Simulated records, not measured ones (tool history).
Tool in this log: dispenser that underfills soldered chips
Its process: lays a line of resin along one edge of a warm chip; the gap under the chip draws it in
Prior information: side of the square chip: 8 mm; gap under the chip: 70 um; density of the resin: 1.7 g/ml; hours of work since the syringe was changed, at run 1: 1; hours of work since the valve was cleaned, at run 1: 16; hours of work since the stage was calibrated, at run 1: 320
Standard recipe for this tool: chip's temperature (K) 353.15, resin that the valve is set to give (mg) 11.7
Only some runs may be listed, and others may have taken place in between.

run	day	chip's temperature (K)	resin that the valve is set to give (mg)	hours of work since the syringe was changed	hours of work since the valve was cleaned	hours of work since the stage was calibrated	time until the resin shows at the far edge (s)	resin that the valve gave (mg)
1	0.000	353.15	11.7	1	16	320	42.4	11.40
# day 0.421: new syringe of resin
2	0.433	353.15	11.7	0	24	328	40.6	11.38
# day 0.858: new syringe of resin
3	0.988	353.15	11.7	2	34	338	47.9	11.24
# day 1.312: new syringe of resin
4	1.529	353.15	11.7	4	43	348	52.6	11.14
# day 1.783: new syringe of resin
5	2.050	341.15	11.7	5	53	357	100.3	11.04
# day 2.229: new syringe of resin
6	2.333	341.15	11.7	2	58	362	85.0	11.14
# day 2.675: new syringe of resin
7	2.933	353.15	11.7	5	68	373	54.7	10.82
# day 3.158: new syringe of resin
8	3.492	353.15	11.7	6	78	383	61.5	10.78
# day 3.629: new syringe of resin
9	3.850	353.15	11.7	4	85	389	53.2	10.65
# day 4.096: new syringe of resin
10	4.388	352.15	11.7	5	94	399	61.0	10.62
# day 4.562: new syringe of resin
# day 4.946: stage's temperature calibrated
# day 5.054: new syringe of resin
11	5.058	351.15	11.7	0	105	2	48.0	10.38
# day 5.496: new syringe of resin
12	5.604	351.15	11.7	2	115	12	55.1	10.33
# day 5.800: dispensing valve cleaned and set on the balance
# day 5.992: new syringe of resin
13	6.112	365.15	11.7	2	6	20	28.7	11.58
# day 6.425: new syringe of resin
14	6.733	353.15	11.7	6	17	31	60.9	11.62
# day 6.888: new syringe of resin
15	7.200	356.15	11.7	6	25	39	53.0	11.44
# day 7.350: new syringe of resin
16	7.521	356.15	11.7	3	31	45	46.7	11.37
# day 7.808: new syringe of resin
17	7.842	356.15	11.7	1	36	51	38.8	11.32
18	8.112	353.15	11.7	6	41	56	59.9	11.26
# day 8.275: new syringe of resin
19	8.625	353.15	12.1	6	50	65	65.4	11.44
# day 8.712: new syringe of resin
# day 9.150: new syringe of resin
20	9.150	353.15	12.1	0	60	74	42.8	11.35
# day 9.617: new syringe of resin
21	9.671	355.15	14.3	1	69	83	40.4	13.29
22	9.958	366.15	11.1	6	74	89	36.3	10.27
# day 10.079: new syringe of resin
# day 10.512: new syringe of resin
23	10.617	366.15	13.9	2	86	100	26.0	12.69
# day 10.954: new syringe of resin
24	11.092	364.15	13.9	3	94	109	29.4	12.56
# day 11.392: new syringe of resin
25	11.475	362.15	12.3	1	101	115	31.3	11.03
# day 11.842: new syringe of resin
26	11.842	362.15	12.8	0	107	122	28.4	11.39
27	12.154	361.15	11.3	6	113	128	44.5	9.94
# day 12.275: new syringe of resin
# day 12.488: dispensing valve cleaned and set on the balance
# day 12.758: new syringe of resin
28	12.779	362.15	11.2	0	5	138	28.1	11.18
# day 13.200: new syringe of resin
29	13.342	358.15	12.8	3	15	148	39.0	12.49
# day 13.688: new syringe of resin
30	13.767	347.15	13.9	1	23	156	58.8	13.62
# day 14.129: new syringe of resin
31	14.283	342.15	13.9	3	32	165	84.0	13.58
# day 14.567: new syringe of resin
32	14.742	356.15	11.2	3	40	173	45.8	10.83
# day 15.012: new syringe of resin
33	15.317	356.15	11.2	6	50	183	52.2	10.63
# day 15.479: new syringe of resin
34	15.742	349.15	11.1	5	58	191	68.7	10.40

Predict the results of run 35:
# day 15.921: new syringe of resin
# day 16.367: new syringe of resin
35	16.383	355.15	12.7	0	69	202	?	?

Run 35 produced time until the resin shows at the far edge (s) 38.9, resin that the valve gave (mg) 11.82.
With the hidden condition absent and the run-to-run variation left alone, this run would have shown time until the resin shows at the far edge (s) 38.6, resin that the valve gave (mg) 12.66.
